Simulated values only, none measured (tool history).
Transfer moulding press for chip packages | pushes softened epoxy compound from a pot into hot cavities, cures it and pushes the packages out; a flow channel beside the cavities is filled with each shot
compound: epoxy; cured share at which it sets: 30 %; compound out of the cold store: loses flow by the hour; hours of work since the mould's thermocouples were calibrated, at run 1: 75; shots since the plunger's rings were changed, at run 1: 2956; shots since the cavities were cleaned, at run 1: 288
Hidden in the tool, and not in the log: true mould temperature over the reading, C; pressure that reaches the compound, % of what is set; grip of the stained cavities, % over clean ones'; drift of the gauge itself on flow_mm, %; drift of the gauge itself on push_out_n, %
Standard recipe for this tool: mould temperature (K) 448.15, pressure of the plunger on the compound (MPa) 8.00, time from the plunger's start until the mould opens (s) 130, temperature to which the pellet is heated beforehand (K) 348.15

| run | hour | mould temperature (K) | pressure of the plunger on the compound (MPa) | time from the plunger's start until the mould opens (s) | temperature to which the pellet is heated beforehand (K) | hours of work since the mould's thermocouples were calibrated | shots since the plunger's rings were changed | shots since the cavities were cleaned | incoming compound's hours out of the cold store | length that the compound runs in the flow channel (mm) | greatest force on the pins that push the packages out (N) |
|---|---|---|---|---|---|---|---|---|---|---|---|
| 1 | 0.0 | 448.15 | 8.00 | 130 | 348.15 | 75 | 2956 | 288 | 36.2 | 867 | 286 |
| 2 | 13.7 | 448.15 | 8.00 | 130 | 348.15 | 85 | 3099 | 431 | 12.3 | 980 | 291 |
| 3 | 25.0 | 448.15 | 8.00 | 130 | 348.15 | 93 | 3216 | 548 | 48.0 | 818 | 276 |
| 4 | 37.1 | 448.15 | 8.00 | 130 | 348.15 | 102 | 3341 | 673 | 42.3 | 839 | 285 |
| 5 | 50.3 | 448.15 | 8.00 | 148 | 348.15 | 112 | 3479 | 811 | 42.0 | 837 | 282 |
| 6 | 60.2 | 448.15 | 8.00 | 130 | 348.15 | 119 | 3582 | 914 | 47.6 | 822 | 290 |
| 7 | 72.2 | 448.15 | 8.00 | 130 | 348.15 | 128 | 3706 | 1038 | 29.8 | 891 | 288 |
|  | 78.6 | cavities cleaned with cleaning compound and waxed |
| 8 | 90.9 | 456.15 | 8.00 | 130 | 348.15 | 140 | 3885 | 128 | 34.7 | 843 | 270 |
| 9 | 108.3 | 448.15 | 8.00 | 130 | 348.15 | 153 | 4066 | 309 | 46.8 | 820 | 277 |
| 10 | 123.8 | 448.15 | 7.29 | 130 | 348.15 | 165 | 4227 | 470 | 39.5 | 814 | 284 |
|  | 140.8 | plunger's sealing rings changed |
| 11 | 141.9 | 448.15 | 7.29 | 130 | 348.15 | 176 | 12 | 633 | 25.7 | 874 | 301 |
| 12 | 152.7 | 448.15 | 7.29 | 130 | 348.15 | 184 | 124 | 745 | 40.7 | 810 | 302 |
| 13 | 169.2 | 448.15 | 8.01 | 130 | 348.15 | 196 | 295 | 916 | 38.2 | 859 | 294 |
| 14 | 177.4 | 448.15 | 8.01 | 130 | 341.15 | 202 | 380 | 1001 | 28.9 | 898 | 295 |
|  | 186.1 | cavities cleaned with cleaning compound and waxed |
| 15 | 189.7 | 448.15 | 7.39 | 130 | 348.15 | 210 | 493 | 37 | 12.7 | 930 | 297 |
| 16 | 199.6 | 448.15 | 8.00 | 113 | 348.15 | 217 | 596 | 140 | 17.7 | 947 | 355 |
| 17 | 215.5 | 448.15 | 8.00 | 113 | 348.15 | 229 | 761 | 305 | 33.2 | 880 | 329 |
| 18 | 230.7 | 448.15 | 9.14 | 116 | 343.15 | 240 | 919 | 463 | 21.6 | 998 | 336 |
| 19 | 244.1 | 448.15 | 9.94 | 130 | 342.15 | 250 | 1058 | 602 | 42.3 | 936 | 293 |
| 20 | 257.3 | 448.15 | 9.94 | 130 | 342.15 | 260 | 1196 | 740 | 14.7 | 1075 | 298 |
| 21 | 274.0 | 448.15 | 9.89 | 126 | 348.15 | 272 | 1369 | 913 | 20.8 | 1042 | 295 |
| 22 | 289.6 | 448.15 | 8.00 | 130 | 357.15 | 283 | 1532 | 1076 | 35.4 | 865 | 306 |
|  | 292.4 | cavities cleaned with cleaning compound and waxed |
| 23 | 304.2 | 446.15 | 8.00 | 130 | 349.15 | 293 | 1668 | 123 | 27.8 | 908 | 320 |
| 24 | 320.1 | 446.15 | 8.00 | 128 | 349.15 | 305 | 1833 | 288 | 17.7 | 957 | 316 |
| 25 | 336.5 | 448.15 | 8.00 | 118 | 341.15 | 317 | 2004 | 459 | 46.1 | 826 | 298 |
| 26 | 345.6 | 448.15 | 8.00 | 118 | 341.15 | 323 | 2098 | 553 | 44.2 | 831 | 313 |
| 27 | 360.9 | 449.15 | 8.30 | 119 | 354.15 | 335 | 2257 | 712 | 16.1 | 968 | 311 |
| 28 | 372.8 | 454.15 | 8.30 | 133 | 352.15 | 343 | 2381 | 836 | 10.4 | 977 | 270 |

Branching from run 28: 4 alternative next runs. What would each branch give?
| A | 387.1 | 455.15 | 8.22 | 166 | 352.15 | 354 | 2529 | 984 | 43.6 | ? | ? |
| B | 387.1 | 455.15 | 8.30 | 155 | 345.15 | 354 | 2529 | 984 | 43.5 | ? | ? |
| C | 387.1 | 454.15 | 8.30 | 122 | 352.15 | 354 | 2529 | 984 | 26.7 | ? | ? |
| D | 387.1 | 452.15 | 8.00 | 130 | 342.15 | 354 | 2529 | 984 | 32.4 | ? | ? |

| run | length that the compound runs in the flow channel (mm) | greatest force on the pins that push the packages out (N) |
|---|---|---|
| A | 825 | 273 |
| B | 831 | 257 |
| C | 902 | 284 |
| D | 869 | 273 |
With no hidden state in the tool, these same runs would have given:
| run | length that the compound runs in the flow channel (mm) | greatest force on the pins that push the packages out (N) |
|---|---|---|
| A | 826 | 269 |
| B | 832 | 253 |
| C | 903 | 280 |
| D | 870 | 269 |
